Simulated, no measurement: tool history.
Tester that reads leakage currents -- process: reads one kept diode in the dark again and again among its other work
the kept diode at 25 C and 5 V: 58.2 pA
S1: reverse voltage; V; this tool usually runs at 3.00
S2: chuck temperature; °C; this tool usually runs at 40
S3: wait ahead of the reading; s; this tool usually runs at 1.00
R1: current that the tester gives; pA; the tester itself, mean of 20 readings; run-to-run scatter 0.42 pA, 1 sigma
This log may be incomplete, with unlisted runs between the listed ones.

run,hour,S1,S2,S3,R1
1,0.0,3.00,40,1.00,128.79
# hour 112.1: chuck's temperature calibrated
2,160.8,3.00,40,5.43,139.08
3,407.4,3.00,40,5.43,138.86
4,545.3,3.00,40,1.00,139.09
5,753.5,3.00,40,1.00,138.15
6,915.3,1.24,40,1.00,103.51
7,1083.3,7.25,40,1.00,183.70
8,1321.1,3.00,40,1.00,136.47
9,1511.9,3.00,29,1.00,65.44
# hour 1584.8: tester calibrated
10,1756.4,15.08,38,5.09,202.97
11,2011.1,1.65,35,1.00,79.40
12,2121.8,3.00,20,7.55,34.33
13,2252.7,3.00,20,7.55,34.35
14,2363.5,6.44,20,1.08,46.45
15,2538.2,3.98,20,1.56,38.43
16,2805.5,6.16,32,1.96,100.20
17,2943.8,1.75,38,0.49,96.05
18,3121.5,6.24,40,0.49,169.32

5 ways to go on from here, each from the tool as it stands after run 18. What would each give?
A,3362.3,3.71,35,1.95,?
B,3362.3,8.65,40,1.00,?
C,3362.3,2.30,40,1.00,?
D,3362.3,6.24,40,5.47,?
E,3362.3,6.26,40,1.00,?

run,R1
A,101.67
B,187.49
C,118.89
D,166.19
E,168.47
The same runs, with their run-to-run variation unchanged, on a tool lacking any hidden condition would have given:
run,R1
A,107.33
B,195.23
C,127.48
D,174.79
E,177.13
